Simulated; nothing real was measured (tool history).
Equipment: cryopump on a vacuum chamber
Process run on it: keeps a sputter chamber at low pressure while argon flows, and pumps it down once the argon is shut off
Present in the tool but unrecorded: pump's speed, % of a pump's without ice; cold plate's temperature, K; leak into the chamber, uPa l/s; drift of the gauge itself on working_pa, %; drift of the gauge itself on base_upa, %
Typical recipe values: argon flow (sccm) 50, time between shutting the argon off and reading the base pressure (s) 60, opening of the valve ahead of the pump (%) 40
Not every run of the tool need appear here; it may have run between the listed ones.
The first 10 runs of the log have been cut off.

run,hour,argon flow (sccm),time between shutting the argon off and reading the base pressure (s),opening of the valve ahead of the pump (%),hours of work since the pump was warmed up and emptied,hours of work since the cold head was overhauled,hours of work since the chamber's fittings were tightened,pressure while argon flows (Pa),pressure after the wait (uPa)
11,865.5,50,60,54,678,4430,2557,0.0754,1.81
12,971.6,50,60,40,761,4513,2640,0.0998,1.81
13,1092.5,50,60,40,856,4607,2735,0.1006,1.84
# hour 1121.4: pump warmed up, emptied and cooled again
14,1211.8,50,60,40,71,4697,2824,0.0957,1.70
15,1306.5,50,60,40,145,4771,2898,0.0945,1.78
16,1404.1,50,60,40,221,4848,2975,0.0960,1.82
17,1476.1,50,60,40,278,4904,3031,0.0958,1.82
18,1553.0,50,60,40,338,4964,3091,0.0971,1.86
19,1617.7,50,145,16,389,5015,3142,0.2364,1.33
# hour 1652.3: leaking fittings of the chamber tightened, without venting
20,1697.8,41,44,16,450,5076,36,0.1938,1.55
21,1820.4,41,44,16,546,5172,132,0.1946,1.54
22,1921.1,23,217,18,625,5251,211,0.0976,0.48
23,2016.2,26,87,40,700,5326,285,0.0508,0.87
24,2085.7,41,87,18,754,5380,340,0.1740,0.95
25,2158.3,56,83,17,811,5437,396,0.2523,0.99
# hour 2240.2: pump warmed up, emptied and cooled again
26,2265.2,56,83,17,20,5517,476,0.2466,0.97
27,2319.0,63,60,40,62,5559,518,0.1184,1.25
28,2434.7,25,60,25,152,5650,609,0.0755,1.27
29,2521.5,50,176,40,220,5718,677,0.0959,0.63
30,2600.9,50,176,40,283,5780,739,0.0969,0.65
31,2716.1,41,85,21,373,5870,830,0.1496,1.03
32,2777.7,41,85,21,421,5918,878,0.1481,1.02
33,2840.0,41,85,21,470,5967,927,0.1506,1.08
34,2918.3,41,85,21,531,6029,988,0.1495,1.09

4 options for the next run, each taken on its own from the tool as it stands now. Forecast them:
A,2990.0,27,21,34,587,6085,1044,?,?
B,2990.0,41,47,34,587,6085,1044,?,?
C,2990.0,50,291,22,587,6085,1044,?,?
D,2990.0,41,36,58,587,6085,1044,?,?

run,pressure while argon flows (Pa),pressure after the wait (uPa)
A,0.0626,3.28
B,0.0935,1.70
C,0.1753,0.58
D,0.0578,2.09
The same runs, with their run-to-run variation unchanged, on a tool lacking any hidden condition would have given:
run,pressure while argon flows (Pa),pressure after the wait (uPa)
A,0.0595,3.02
B,0.0887,1.43
C,0.1694,0.32
D,0.0530,1.82
